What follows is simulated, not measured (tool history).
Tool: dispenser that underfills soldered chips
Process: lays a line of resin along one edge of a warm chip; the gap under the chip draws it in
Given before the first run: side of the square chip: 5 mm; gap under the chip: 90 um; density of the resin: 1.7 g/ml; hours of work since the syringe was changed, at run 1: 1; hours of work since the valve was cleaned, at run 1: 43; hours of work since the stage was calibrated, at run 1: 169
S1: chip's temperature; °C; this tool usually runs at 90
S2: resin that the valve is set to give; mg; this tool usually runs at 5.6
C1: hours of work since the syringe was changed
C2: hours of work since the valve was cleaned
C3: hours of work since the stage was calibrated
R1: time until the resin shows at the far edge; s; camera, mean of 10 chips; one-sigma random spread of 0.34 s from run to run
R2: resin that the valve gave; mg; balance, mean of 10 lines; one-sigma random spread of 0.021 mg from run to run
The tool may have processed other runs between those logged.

| run | hour | S1 | S2 | C1 | C2 | C3 | R1 | R2 |
|---|---|---|---|---|---|---|---|---|
| 1 | 0 | 90 | 5.6 | 1 | 43 | 169 | 17.8 | 5.45 |
| 2 | 5.5 | 90 | 5.6 | 6 | 47 | 174 | 20.6 | 5.44 |
| 3 | 8.6 | 78 | 5.6 | 8 | 49 | 176 | 40.2 | 5.42 |
|  | 11.8 | new syringe of resin |
| 4 | 14.1 | 90 | 6.39 | 2 | 53 | 180 | 17.4 | 6.16 |
| 5 | 20.9 | 90 | 5.6 | 7 | 58 | 185 | 21.2 | 5.36 |
| 6 | 24.5 | 90 | 5.6 | 10 | 61 | 188 | 23.9 | 5.33 |
|  | 25.4 | new syringe of resin |
| 7 | 29.5 | 90 | 5.6 | 3 | 64 | 191 | 19.3 | 5.32 |
| 8 | 36.6 | 87 | 5.6 | 8 | 70 | 197 | 26.6 | 5.34 |
|  | 39.2 | dispensing valve cleaned and set on the balance |
|  | 40.2 | new syringe of resin |
| 9 | 41.6 | 90 | 5.51 | 1 | 2 | 199 | 16.9 | 5.49 |
| 10 | 48.4 | 90 | 5.51 | 6 | 7 | 204 | 21 | 5.52 |
| 11 | 52.7 | 77 | 4.82 | 9 | 10 | 208 | 47 | 4.83 |
|  | 54.1 | new syringe of resin |
| 12 | 57.8 | 93 | 5.6 | 3 | 14 | 211 | 16.4 | 5.52 |
| 13 | 64.5 | 85 | 5.12 | 8 | 19 | 216 | 29.3 | 5.05 |
|  | 67.7 | new syringe of resin |
| 14 | 70.4 | 85 | 5.12 | 2 | 23 | 221 | 23.8 | 5.03 |
| 15 | 75.3 | 85 | 5.12 | 6 | 26 | 224 | 26.7 | 5.03 |
|  | 80.9 | new syringe of resin |
| 16 | 83.2 | 94 | 5.93 | 2 | 32 | 230 | 14.5 | 5.78 |
| 17 | 86.7 | 94 | 5.93 | 4 | 35 | 233 | 16.4 | 5.77 |
| 18 | 92.9 | 94 | 5.93 | 9 | 40 | 237 | 18.5 | 5.73 |

Branching from run 18: 3 alternative next runs. What would each branch give?
|  | 94.1 | new syringe of resin |
| A | 98 | 95 | 5.77 | 3 | 43 | 241 | ? | ? |
|  | 94.1 | new syringe of resin |
| B | 98 | 92 | 6.83 | 3 | 43 | 241 | ? | ? |
|  | 94.1 | new syringe of resin |
| C | 98 | 90 | 4.85 | 3 | 43 | 241 | ? | ? |

| run | R1 | R2 |
|---|---|---|
| A | 14.6 | 5.56 |
| B | 16.9 | 6.58 |
| C | 20.2 | 4.69 |
Without the tool's hidden state the same runs would have given:
| run | R1 | R2 |
|---|---|---|
| A | 12.2 | 5.76 |
| B | 14.3 | 6.81 |
| C | 17 | 4.85 |
